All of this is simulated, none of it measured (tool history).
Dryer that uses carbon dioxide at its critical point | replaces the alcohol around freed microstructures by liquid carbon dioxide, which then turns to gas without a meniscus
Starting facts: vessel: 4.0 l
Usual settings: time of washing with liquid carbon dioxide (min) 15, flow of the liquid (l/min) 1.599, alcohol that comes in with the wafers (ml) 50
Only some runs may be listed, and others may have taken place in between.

run     day  time of washing with liquid carbon dioxide (min)  flow of the liquid (l/min)  alcohol that comes in with the wafers (ml)  alcohol left in the vessel before it's heated (ppm by volume)
  1   0.000                                                15                       1.599                                          50                                                            318
  2   1.354                                                17                       1.599                                          50                                                            250
  3   2.758                                                15                       1.599                                          50                                                            348
  4   3.354                                                15                       2.410                                          50                                                            202
  5   4.721                                                15                       1.599                                          50                                                            358
  6   6.096                                                15                       1.599                                          50                                                            370
      6.279  -- inlet filter changed
  7   7.383                                                15                       1.110                                          50                                                            748
  8   8.238                                                13                       2.200                                          38                                                            230
  9   9.075                                                12                       2.390                                          23                                                            216
 10  10.233                                                15                       1.980                                          30                                                            217
 11  11.229                                                 9                       1.830                                          26                                                            500
 12  12.646                                                 9                       1.830                                          26                                                            526
 13  13.771                                                12                       1.599                                          50                                                            594
 14  14.888                                                12                       1.599                                          24                                                            395

Here are 3 independent what-if runs from the current tool condition. What would each one return?
  A  16.300                                                12                       1.270                                          24                                                              ?
  B  16.300                                                20                       1.599                                          63                                                              ?
  C  16.300                                                21                       2.250                                          50                                                              ?

run  alcohol left in the vessel before it's heated (ppm by volume)
  A                                                            637
  B                                                            271
  C                                                            232
With the hidden condition removed and each run's random variation left untouched, the same runs would have given:
run  alcohol left in the vessel before it's heated (ppm by volume)
  A                                                            328
  B                                                             38
  C                                                             12
